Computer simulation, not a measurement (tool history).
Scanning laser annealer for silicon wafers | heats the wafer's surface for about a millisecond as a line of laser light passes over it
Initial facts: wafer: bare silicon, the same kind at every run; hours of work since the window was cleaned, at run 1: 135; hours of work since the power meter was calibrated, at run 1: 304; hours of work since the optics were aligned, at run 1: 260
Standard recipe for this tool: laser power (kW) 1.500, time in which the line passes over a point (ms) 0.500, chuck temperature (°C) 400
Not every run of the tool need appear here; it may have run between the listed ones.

| run | hour | laser power (kW) | time in which the line passes over a point (ms) | chuck temperature (°C) | hours of work since the window was cleaned | hours of work since the power meter was calibrated | hours of work since the optics were aligned | highest temperature of the surface (°C) |
|---|---|---|---|---|---|---|---|---|
| 1 | 0.0 | 1.500 | 0.500 | 400 | 135 | 304 | 260 | 1227 |
| 2 | 34.7 | 1.500 | 0.437 | 400 | 150 | 319 | 274 | 1176 |
| 3 | 73.0 | 1.500 | 0.437 | 400 | 165 | 335 | 290 | 1176 |
| 4 | 113.6 | 1.500 | 0.437 | 400 | 182 | 351 | 307 | 1177 |
| 5 | 141.1 | 1.500 | 0.437 | 400 | 193 | 363 | 318 | 1176 |
| 6 | 179.2 | 1.500 | 0.500 | 400 | 209 | 378 | 334 | 1226 |
| 7 | 208.8 | 1.500 | 0.500 | 413 | 221 | 390 | 346 | 1240 |
| 8 | 251.0 | 1.500 | 0.548 | 400 | 239 | 408 | 363 | 1265 |
| 9 | 287.1 | 1.500 | 0.548 | 400 | 254 | 423 | 378 | 1262 |
| 10 | 319.3 | 1.500 | 0.500 | 400 | 267 | 436 | 391 | 1224 |
| 11 | 348.7 | 1.500 | 0.500 | 400 | 279 | 448 | 403 | 1226 |
| 12 | 369.9 | 1.500 | 0.500 | 400 | 288 | 457 | 412 | 1223 |
| 13 | 401.8 | 1.500 | 0.500 | 400 | 301 | 470 | 425 | 1229 |
| 14 | 425.5 | 1.500 | 0.500 | 400 | 311 | 480 | 435 | 1223 |
| 15 | 445.5 | 1.575 | 0.500 | 396 | 319 | 488 | 443 | 1266 |
| 16 | 484.1 | 1.491 | 0.494 | 400 | 335 | 504 | 459 | 1217 |
| 17 | 522.6 | 1.399 | 0.496 | 438 | 351 | 520 | 475 | 1206 |
|  | 536.6 | window over the wafer cleaned |
| 18 | 559.5 | 1.404 | 0.368 | 372 | 9 | 534 | 489 | 1043 |
| 19 | 596.7 | 1.404 | 0.444 | 431 | 25 | 549 | 505 | 1167 |
| 20 | 621.2 | 1.404 | 0.444 | 431 | 35 | 560 | 515 | 1166 |
| 21 | 659.1 | 1.404 | 0.444 | 431 | 50 | 575 | 530 | 1165 |
| 22 | 679.1 | 1.471 | 0.444 | 431 | 59 | 583 | 539 | 1200 |
| 23 | 708.9 | 1.471 | 0.444 | 431 | 71 | 596 | 551 | 1200 |
| 24 | 749.4 | 1.471 | 0.444 | 431 | 88 | 612 | 568 | 1201 |
| 25 | 770.9 | 1.471 | 0.444 | 431 | 96 | 621 | 577 | 1197 |

Branching from run 25: 3 alternative next runs. What would each branch give?
| A | 805.6 | 1.390 | 0.354 | 400 | 111 | 635 | 591 | ? |
| B | 805.6 | 1.471 | 0.470 | 431 | 111 | 635 | 591 | ? |
| C | 805.6 | 1.589 | 0.444 | 431 | 111 | 635 | 591 | ? |

| run | highest temperature of the surface (°C) |
|---|---|
| A | 1051 |
| B | 1219 |
| C | 1260 |
With the hidden condition removed and each run's random variation left untouched, the same runs would have given:
| run | highest temperature of the surface (°C) |
|---|---|
| A | 1051 |
| B | 1220 |
| C | 1260 |

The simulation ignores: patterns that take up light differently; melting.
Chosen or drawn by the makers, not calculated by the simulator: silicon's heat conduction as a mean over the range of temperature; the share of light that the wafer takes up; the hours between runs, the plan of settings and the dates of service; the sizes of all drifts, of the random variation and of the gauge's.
